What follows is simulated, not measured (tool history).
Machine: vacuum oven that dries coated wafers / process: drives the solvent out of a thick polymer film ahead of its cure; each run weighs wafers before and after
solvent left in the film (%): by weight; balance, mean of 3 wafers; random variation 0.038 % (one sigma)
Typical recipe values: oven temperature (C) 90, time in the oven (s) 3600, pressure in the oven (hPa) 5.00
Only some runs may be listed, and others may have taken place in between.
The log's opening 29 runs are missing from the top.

| run | hour | oven temperature (C) | time in the oven (s) | pressure in the oven (hPa) | solvent left in the film (%) |
|---|---|---|---|---|---|
| 30 | 1263.8 | 102 | 2640 | 18.69 | 1.53 |
| 31 | 1322.2 | 89 | 3000 | 10.72 | 2.06 |
| 32 | 1375.5 | 90 | 4380 | 14.52 | 2.00 |
| 33 | 1426.1 | 80 | 3720 | 9.21 | 3.30 |
| 34 | 1465.0 | 90 | 3300 | 4.06 | 1.01 |
| 35 | 1514.9 | 99 | 3600 | 5.00 | 0.69 |
| 36 | 1567.3 | 99 | 4260 | 4.25 | 0.53 |
| 37 | 1605.9 | 95 | 5460 | 4.25 | 0.66 |
| 38 | 1663.2 | 95 | 5460 | 4.25 | 0.60 |

Forecast each of these 4 alternatives for the next run:
| A | 1693.1 | 101 | 3600 | 5.00 | ? |
| B | 1693.1 | 79 | 5580 | 6.40 | ? |
| C | 1693.1 | 86 | 3600 | 3.75 | ? |
| D | 1693.1 | 99 | 5340 | 3.39 | ? |

| run | solvent left in the film (%) |
|---|---|
| A | 0.61 |
| B | 2.10 |
| C | 1.39 |
| D | 0.48 |
With no hidden state in the tool, these same runs would have given:
| run | solvent left in the film (%) |
|---|---|
| A | 0.50 |
| B | 2.22 |
| C | 1.52 |
| D | 0.34 |
